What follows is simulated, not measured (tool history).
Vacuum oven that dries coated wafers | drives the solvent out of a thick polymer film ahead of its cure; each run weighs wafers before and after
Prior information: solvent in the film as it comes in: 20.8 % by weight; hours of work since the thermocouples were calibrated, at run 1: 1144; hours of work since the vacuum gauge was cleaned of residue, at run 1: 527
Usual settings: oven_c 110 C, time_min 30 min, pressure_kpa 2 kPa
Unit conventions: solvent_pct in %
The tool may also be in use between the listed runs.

run,day,oven_c,time_min,pressure_kpa,hours of work since the thermocouples were calibrated,hours of work since the vacuum gauge was cleaned of residue,solvent_pct
1,0,110,30,2,1144,527,5.94
2,0.796,110,30,2,1156,540,5.9
3,1.6,110,30,2,1169,553,5.93
4,2.208,110,30,2,1178,562,5.91
5,2.958,110,30,2,1190,574,5.93
6,3.875,110,30,2,1205,588,5.97
7,5.167,103,30,2,1225,609,8.07
8,6,103,30,2,1238,622,8.03
9,6.583,105,30,2,1247,631,7.49
10,7.85,105,30,2,1267,651,7.43
11,8.888,105,30,2,1284,667,7.42
12,9.625,105,30,2,1295,679,7.48
13,10.762,105,30,2,1313,697,7.39
14,11.333,105,30,2,1322,706,7.4
15,11.942,105,30,2,1332,716,7.37
16,12.529,123,17,1.61,1341,725,5.49
17,13.496,123,17,1.61,1356,740,5.48
18,14.05,102,30,2,1365,749,8.28
19,15.146,110,23,2,1382,766,7.41
# day 15.629: oven's thermocouples calibrated
20,15.775,110,30,4.62,2,775,7.5
21,16.554,110,45,1.03,15,787,3.2
22,17.571,112,31,2,31,803,5.24
23,18.692,117,18,2,48,821,6.97
24,19.429,102,18,2.24,60,832,11.19
25,20.271,100,30,2,73,845,8.93
26,20.858,122,30,2.19,82,855,3.08
27,21.946,122,30,1.42,100,872,2.74
28,22.908,122,20,6.31,115,887,6.7
29,23.908,120,41,3.89,130,903,3.17
30,25.004,104,31,3.11,148,920,8.16

For some of the steps in solvent_pct from one run to the next: how much would appear even if the tool had no hidden state, given the settings, what came in and random variation, and how much remains for the hidden state plus any gauge scatter that the measured result and the result without hidden state don't share?
What the log doesn't record here: true wafer temperature over the reading, C; true pressure over the reading, kPa; drift of the gauge itself on solvent_pct, %.
Run 5 -> 6: no setting touched and nothing written in the log between the runs. solvent_pct +0.04 %: hidden state -0.01, all else +0.05.
Run 6 -> 7: oven_c 110 -> 103. solvent_pct +2.1 %: hidden state +0.01, all else +2.09.
Run 19 -> 20: time_min 23 -> 30, pressure_kpa 2 -> 4.62, oven's thermocouples calibrated. solvent_pct +0.09 %: hidden state +0.04, all else +0.05.
Run 20 -> 21: time_min 30 -> 45, pressure_kpa 4.62 -> 1.03. solvent_pct -4.3 %: hidden state +0, all else -4.3.
Run 25 -> 26: oven_c 100 -> 122, pressure_kpa 2 -> 2.19. solvent_pct -5.85 %: hidden state +0, all else -5.85.
Run 29 -> 30: oven_c 120 -> 104, time_min 41 -> 31, pressure_kpa 3.89 -> 3.11. solvent_pct +4.99 %: hidden state -0.01, all else +5.
